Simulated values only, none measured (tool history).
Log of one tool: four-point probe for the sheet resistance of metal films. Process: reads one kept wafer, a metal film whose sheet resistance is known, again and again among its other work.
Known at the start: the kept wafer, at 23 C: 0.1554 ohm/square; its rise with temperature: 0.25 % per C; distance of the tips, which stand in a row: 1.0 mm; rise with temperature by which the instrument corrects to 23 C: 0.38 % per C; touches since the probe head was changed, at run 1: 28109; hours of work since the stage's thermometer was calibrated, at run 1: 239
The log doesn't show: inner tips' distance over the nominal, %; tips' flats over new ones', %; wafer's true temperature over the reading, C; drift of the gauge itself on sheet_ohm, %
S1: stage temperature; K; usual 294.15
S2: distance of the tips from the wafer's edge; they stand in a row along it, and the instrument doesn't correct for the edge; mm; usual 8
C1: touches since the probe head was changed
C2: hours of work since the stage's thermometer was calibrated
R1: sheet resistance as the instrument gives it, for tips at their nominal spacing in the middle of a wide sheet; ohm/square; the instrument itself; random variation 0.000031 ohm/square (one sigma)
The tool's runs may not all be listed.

run,hour,S1,S2,C1,C2,R1
1,0,294.15,8,28109,239,0.156566
2,16.4,294.15,8,28790,249,0.156581
3,31.3,294.15,27,29407,257,0.155386
4,46.9,294.15,27,30052,267,0.155374
5,57.3,294.15,8,30484,273,0.156579
# hour 58.9: stage's thermometer calibrated
6,73.7,296.15,8,31144,9,0.15624
7,90.9,296.15,8,31857,19,0.156193
8,107.1,296.15,8,32531,29,0.156158
9,114.8,294.15,8,32850,33,0.156629
# hour 121.7: stage's thermometer calibrated, once more
10,123.2,292.15,6,33179,1,0.158064
11,137.9,292.15,6,33788,10,0.158074
12,145.7,292.15,37,34109,14,0.155799
13,161,297.15,10,34743,24,0.155636
14,176,299.15,21,35368,33,0.154544
15,189.8,296.15,63,35940,41,0.154961
16,198.7,297.15,14,36309,46,0.155177
17,213.7,301.15,33,36931,55,0.15403
18,221.9,303.15,33,37269,60,0.153627

4 ways to go on from here, each from the tool as it stands after run 18. What would each give?
A,236.8,301.15,25,37891,69,?
B,236.8,294.15,38,37891,69,?
C,236.8,295.15,33,37891,69,?
D,236.8,303.15,8,37891,69,?

run,R1
A,0.154094
B,0.155412
C,0.155222
D,0.154867
Without the tool's hidden state the same runs would have given:
run,R1
A,0.154532
B,0.155854
C,0.155663
D,0.155307
